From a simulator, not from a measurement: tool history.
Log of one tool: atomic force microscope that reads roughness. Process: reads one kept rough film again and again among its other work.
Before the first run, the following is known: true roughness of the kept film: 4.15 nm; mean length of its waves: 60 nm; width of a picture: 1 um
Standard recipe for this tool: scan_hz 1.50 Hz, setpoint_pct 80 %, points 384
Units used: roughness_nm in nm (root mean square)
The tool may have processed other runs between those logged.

run	hour	scan_hz	setpoint_pct	points	roughness_nm
1	0.0	1.50	80	384	3.420
2	13.2	1.50	80	384	3.432
3	40.1	1.50	57	384	3.583
4	52.6	1.50	57	384	3.549
5	64.7	1.50	57	384	3.532
6	78.4	1.50	57	384	3.503
7	105.3	1.50	80	384	3.267
8	133.3	1.50	63	384	3.377
# hour 154.0: new tip fitted
9	154.3	1.50	56	787	3.889
10	170.5	1.30	63	378	3.799
11	183.5	3.46	83	384	3.171
12	201.2	3.46	83	384	3.133
13	220.8	1.50	63	816	3.733
14	236.1	1.21	72	992	3.625
15	258.5	1.21	72	992	3.609

Subtracting, for every run, the result it would have given without the tool's unlogged condition from the measured result gives the following. The same run-to-run variation enters both numbers; the gauge's scatter may not:
Hidden state present: radius of the tip, nm; height scale over the true one, %; drift of the gauge itself on roughness_nm, %.
run	roughness_nm
1	-0.215
2	-0.241
3	-0.305
4	-0.329
5	-0.351
6	-0.371
7	-0.393
8	-0.462
9	+0.008
10	-0.023
11	-0.042
12	-0.072
13	-0.126
14	-0.153
15	-0.194

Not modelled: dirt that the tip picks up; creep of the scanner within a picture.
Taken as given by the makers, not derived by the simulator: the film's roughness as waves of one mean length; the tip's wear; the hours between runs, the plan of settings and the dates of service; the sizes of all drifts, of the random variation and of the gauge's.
